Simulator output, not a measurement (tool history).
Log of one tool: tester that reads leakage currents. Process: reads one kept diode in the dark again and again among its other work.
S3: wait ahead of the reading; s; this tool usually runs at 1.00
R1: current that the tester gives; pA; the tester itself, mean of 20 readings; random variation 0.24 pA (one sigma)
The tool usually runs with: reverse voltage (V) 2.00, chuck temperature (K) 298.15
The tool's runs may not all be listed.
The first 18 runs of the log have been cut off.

Run 19, hour 739.6: usual settings. Result: R1 86.05 pA.
Run 20, hour 793.4: usual settings but chuck temperature (K) 329.15. Result: R1 713.43 pA.
At hour 800.8: probe card cleaned and baked, once more.
Run 21, hour 829.6: usual settings but reverse voltage (V) 2.94, chuck temperature (K) 321.15, S3 3.61 s. Result: R1 476.18 pA.
Run 22, hour 867.6: usual settings but reverse voltage (V) 6.45, S3 1.24 s. Result: R1 118.04 pA.
Run 23, hour 907.9: usual settings but reverse voltage (V) 10.75. Result: R1 140.56 pA.
Run 24, hour 965.2: usual settings but reverse voltage (V) 1.65, chuck temperature (K) 301.15, S3 8.35 s. Result: R1 97.62 pA.
Run 25, hour 989.6: usual settings but reverse voltage (V) 1.65, chuck temperature (K) 296.15, S3 8.35 s. Result: R1 66.41 pA.
At hour 1017.0: chuck's temperature calibrated.
Run 26, hour 1031.7: usual settings but reverse voltage (V) 2.01, chuck temperature (K) 318.15, S3 8.35 s. Result: R1 326.05 pA.
Run 27, hour 1082.2: usual settings but reverse voltage (V) 2.01, chuck temperature (K) 318.15, S3 8.35 s. Result: R1 325.92 pA.
Run 28, hour 1117.9: usual settings but chuck temperature (K) 296.15. Result: R1 66.27 pA.
Run 29, hour 1151.7: usual settings but reverse voltage (V) 2.46, chuck temperature (K) 307.15, S3 4.72 s. Result: R1 160.42 pA.
Run 30, hour 1199.7: usual settings but reverse voltage (V) 2.46, chuck temperature (K) 307.15, S3 4.72 s. Result: R1 161.50 pA.
Run 31, hour 1247.8: usual settings but reverse voltage (V) 19.67, chuck temperature (K) 329.15, S3 5.33 s. Result: R1 1349.28 pA.
Run 32, hour 1272.6: usual settings but reverse voltage (V) 19.67, chuck temperature (K) 329.15, S3 5.33 s. Result: R1 1358.66 pA.
Run 33, hour 1302.5: usual settings but reverse voltage (V) 19.67, chuck temperature (K) 327.15, S3 0.53 s. Result: R1 1201.97 pA.
Run 34, hour 1341.3: usual settings but reverse voltage (V) 4.85, chuck temperature (K) 314.15, S3 1.19 s. Result: R1 329.54 pA.
Run 35, hour 1393.1: usual settings but reverse voltage (V) 4.85, chuck temperature (K) 314.15, S3 1.19 s. Result: R1 327.26 pA.
Run 36, hour 1442.9: usual settings but chuck temperature (K) 303.15, S3 9.74 s. Result: R1 114.45 pA.
Run 37, hour 1490.9: usual settings but reverse voltage (V) 14.24, chuck temperature (K) 297.15, S3 9.74 s. Result: R1 136.77 pA.
Run 38, hour 1516.4: usual settings but reverse voltage (V) 1.01, S3 7.63 s. Result: R1 63.68 pA.
Run 39, hour 1558.9: usual settings but reverse voltage (V) 2.85, chuck temperature (K) 301.15, S3 1.40 s. Result: R1 111.06 pA.

Each row is a separate what-if for the run after 39, all from the same tool condition, not one after another. Results?
Run A, hour 1592.6: usual settings but reverse voltage (V) 4.86, chuck temperature (K) 301.15, S3 0.35 s. Result: R1 ?.
Run B, hour 1592.6: usual settings but reverse voltage (V) 1.20, chuck temperature (K) 321.15, S3 5.12 s. Result: R1 ?.
Run C, hour 1592.6: usual settings but reverse voltage (V) 2.32, chuck temperature (K) 301.15, S3 2.33 s. Result: R1 ?.
Run D, hour 1592.6: usual settings but reverse voltage (V) 6.85, chuck temperature (K) 301.15, S3 1.40 s. Result: R1 ?.
Run E, hour 1592.6: usual settings but reverse voltage (V) 1.94, chuck temperature (K) 309.15, S3 1.14 s. Result: R1 ?.

run      R1
  A  133.42
  B  348.45
  C  103.97
  D  146.48
  E  175.99
With no hidden state in the tool, these same runs would have given:
run      R1
  A  130.56
  B  346.99
  C  102.38
  D  142.57
  E  174.40
